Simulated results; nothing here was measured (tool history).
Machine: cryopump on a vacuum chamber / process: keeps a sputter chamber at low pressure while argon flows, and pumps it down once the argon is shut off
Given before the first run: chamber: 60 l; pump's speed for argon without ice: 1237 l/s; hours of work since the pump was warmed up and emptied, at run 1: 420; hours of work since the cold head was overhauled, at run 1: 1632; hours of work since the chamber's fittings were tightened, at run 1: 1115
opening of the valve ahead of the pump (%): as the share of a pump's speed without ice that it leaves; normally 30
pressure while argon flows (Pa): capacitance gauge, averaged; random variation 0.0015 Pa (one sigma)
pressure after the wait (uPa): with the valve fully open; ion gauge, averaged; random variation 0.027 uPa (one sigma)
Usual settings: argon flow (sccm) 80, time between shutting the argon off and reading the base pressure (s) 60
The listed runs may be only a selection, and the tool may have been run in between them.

| run | hour | argon flow (sccm) | time between shutting the argon off and reading the base pressure (s) | opening of the valve ahead of the pump (%) | hours of work since the pump was warmed up and emptied | hours of work since the cold head was overhauled | hours of work since the chamber's fittings were tightened | pressure while argon flows (Pa) | pressure after the wait (uPa) |
|---|---|---|---|---|---|---|---|---|---|
| 1 | 0 | 80 | 60 | 30 | 420 | 1632 | 1115 | 0.3708 | 1.54 |
| 2 | 48.6 | 80 | 60 | 16 | 446 | 1659 | 1142 | 0.6916 | 1.57 |
|  | 75.3 | leaking fittings of the chamber tightened, without venting |
| 3 | 110.6 | 80 | 60 | 16 | 479 | 1692 | 19 | 0.6936 | 1.25 |
| 4 | 185.7 | 80 | 60 | 16 | 520 | 1733 | 60 | 0.6945 | 1.25 |
| 5 | 236.5 | 80 | 60 | 16 | 548 | 1760 | 88 | 0.6921 | 1.33 |
| 6 | 305.6 | 80 | 60 | 30 | 586 | 1798 | 126 | 0.3748 | 1.3 |
| 7 | 354.9 | 80 | 60 | 30 | 612 | 1825 | 153 | 0.3757 | 1.26 |
| 8 | 413.6 | 80 | 82 | 30 | 645 | 1857 | 185 | 0.3772 | 1.06 |
| 9 | 481.5 | 36 | 103 | 27 | 682 | 1894 | 222 | 0.187 | 0.93 |
| 10 | 564.2 | 36 | 103 | 27 | 727 | 1939 | 267 | 0.1883 | 0.94 |
| 11 | 631.6 | 80 | 160 | 44 | 764 | 1976 | 304 | 0.2627 | 0.77 |
| 12 | 722.5 | 80 | 160 | 44 | 813 | 2026 | 353 | 0.2639 | 0.77 |
| 13 | 767.2 | 80 | 160 | 44 | 838 | 2050 | 378 | 0.2631 | 0.77 |
| 14 | 838.1 | 60 | 297 | 18 | 876 | 2089 | 417 | 0.4653 | 0.58 |
| 15 | 905.6 | 80 | 123 | 46 | 913 | 2126 | 453 | 0.2545 | 0.91 |

Forecast each of these 3 alternatives for the next run:
| A | 979.6 | 56 | 118 | 29 | 954 | 2166 | 494 | ? | ? |
| B | 979.6 | 124 | 62 | 50 | 954 | 2166 | 494 | ? | ? |
| C | 979.6 | 151 | 133 | 30 | 954 | 2166 | 494 | ? | ? |

| run | pressure while argon flows (Pa) | pressure after the wait (uPa) |
|---|---|---|
| A | 0.2765 | 0.96 |
| B | 0.3642 | 1.34 |
| C | 0.7214 | 0.93 |
With the hidden condition removed and each run's random variation left untouched, the same runs would have given:
| run | pressure while argon flows (Pa) | pressure after the wait (uPa) |
|---|---|---|
| A | 0.2645 | 0.75 |
| B | 0.3378 | 1.14 |
| C | 0.6891 | 0.72 |

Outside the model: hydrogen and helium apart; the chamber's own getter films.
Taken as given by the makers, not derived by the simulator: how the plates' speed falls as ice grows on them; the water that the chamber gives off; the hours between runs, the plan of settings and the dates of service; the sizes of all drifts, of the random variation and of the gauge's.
